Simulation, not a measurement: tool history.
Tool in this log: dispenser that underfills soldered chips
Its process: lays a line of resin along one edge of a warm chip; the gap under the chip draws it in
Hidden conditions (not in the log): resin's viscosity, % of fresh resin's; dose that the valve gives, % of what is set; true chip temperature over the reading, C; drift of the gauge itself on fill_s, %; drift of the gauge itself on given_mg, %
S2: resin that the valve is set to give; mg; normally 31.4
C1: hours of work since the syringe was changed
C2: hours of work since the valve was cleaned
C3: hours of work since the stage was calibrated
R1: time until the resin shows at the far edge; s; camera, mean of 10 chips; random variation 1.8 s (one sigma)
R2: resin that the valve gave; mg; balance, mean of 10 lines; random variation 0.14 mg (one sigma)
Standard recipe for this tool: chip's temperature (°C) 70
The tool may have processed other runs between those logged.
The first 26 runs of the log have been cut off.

run 27 hour=199.5 | chip's_temperature_(°C)=64 S2=36.7 | C1=9 C2=67 C3=208 | R1=333.6 R2=35.32
-- hour=203.5 new syringe of resin
run 28 hour=206.9 | chip's_temperature_(°C)=64 S2=36.7 | C1=3 C2=72 C3=214 | R1=248.9 R2=35.11
run 29 hour=211.3 | chip's_temperature_(°C)=64 S2=36.7 | C1=6 C2=75 C3=217 | R1=290.0 R2=35.08
-- hour=220.2 new syringe of resin
run 30 hour=220.2 | chip's_temperature_(°C)=64 S2=32.8 | C1=0 C2=82 C3=223 | R1=228.4 R2=31.25
run 31 hour=226.1 | chip's_temperature_(°C)=64 S2=31.4 | C1=4 C2=86 C3=228 | R1=272.5 R2=29.88
run 32 hour=234.7 | chip's_temperature_(°C)=64 S2=31.4 | C1=11 C2=93 C3=234 | R1=361.3 R2=29.68
-- hour=236.6 new syringe of resin
run 33 hour=242.1 | chip's_temperature_(°C)=78 S2=30.5 | C1=4 C2=98 C3=240 | R1=173.0 R2=28.69
run 34 hour=249.9 | chip's_temperature_(°C)=74 S2=33.8 | C1=10 C2=104 C3=245 | R1=250.4 R2=31.53

Each row is a separate what-if for the run after 34, all from the same tool condition, not one after another. Results?
-- hour=252.8 new syringe of resin
run A hour=258.5 | chip's_temperature_(°C)=80 S2=27.2 | C1=4 C2=110 C3=252 | R1=? R2=?
-- hour=252.8 new syringe of resin
run B hour=258.5 | chip's_temperature_(°C)=75 S2=26.9 | C1=4 C2=110 C3=252 | R1=? R2=?
-- hour=252.8 new syringe of resin
run C hour=258.5 | chip's_temperature_(°C)=65 S2=32.3 | C1=4 C2=110 C3=252 | R1=? R2=?

run=A R1=167.3 R2=25.49
run=B R1=193.5 R2=25.23
run=C R1=264.6 R2=30.18
Had the tool no hidden state, the same runs would have come out as:
run=A R1=133.2 R2=27.24
run=B R1=153.7 R2=26.97
run=C R1=211.8 R2=32.27

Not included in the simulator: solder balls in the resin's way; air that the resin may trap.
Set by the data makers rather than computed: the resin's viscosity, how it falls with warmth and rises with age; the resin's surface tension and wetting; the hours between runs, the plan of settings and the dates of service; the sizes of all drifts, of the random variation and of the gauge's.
